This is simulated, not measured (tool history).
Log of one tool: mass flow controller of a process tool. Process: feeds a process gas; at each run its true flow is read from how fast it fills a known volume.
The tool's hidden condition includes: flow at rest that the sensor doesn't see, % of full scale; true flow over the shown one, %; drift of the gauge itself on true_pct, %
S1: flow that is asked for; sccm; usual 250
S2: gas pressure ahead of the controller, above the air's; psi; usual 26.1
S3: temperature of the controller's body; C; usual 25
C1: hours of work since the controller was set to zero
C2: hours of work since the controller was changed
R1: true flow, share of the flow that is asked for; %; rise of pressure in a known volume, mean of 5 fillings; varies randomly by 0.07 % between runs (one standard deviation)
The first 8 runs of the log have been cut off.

run	hour	S1	S2	S3	C1	C2	R1
9	1037.0	250	37.4	25	4188	4188	97.33
10	1164.4	250	37.4	25	4261	4261	97.34
11	1251.6	250	37.4	25	4310	4310	97.44
12	1359.4	250	27.8	25	4372	4372	97.53
13	1510.1	250	27.8	25	4458	4458	97.41
14	1611.5	250	27.8	25	4516	4516	97.41
15	1720.2	250	27.8	25	4577	4577	97.27
16	1873.1	250	27.8	25	4665	4665	97.19
17	1969.4	250	27.8	25	4719	4719	97.36
18	2111.0	250	27.8	25	4800	4800	97.34
19	2191.9	250	27.8	25	4846	4846	97.30
20	2335.6	250	27.8	25	4928	4928	97.28
21	2407.9	250	27.8	25	4969	4969	97.40
22	2523.7	250	27.8	25	5035	5035	97.22
23	2636.6	250	27.8	25	5100	5100	97.18
24	2792.2	250	27.8	25	5188	5188	97.16
25	2868.3	250	27.8	25	5232	5232	97.17
26	3017.1	90	20.7	31	5317	5317	96.07

Predict the results of run 27:
27	3099.1	221	21.8	32	5363	5363	?

Run 27 yielded R1 97.72 %.
Minus the tool's unlogged condition, the same run would have read R1 99.44 %.

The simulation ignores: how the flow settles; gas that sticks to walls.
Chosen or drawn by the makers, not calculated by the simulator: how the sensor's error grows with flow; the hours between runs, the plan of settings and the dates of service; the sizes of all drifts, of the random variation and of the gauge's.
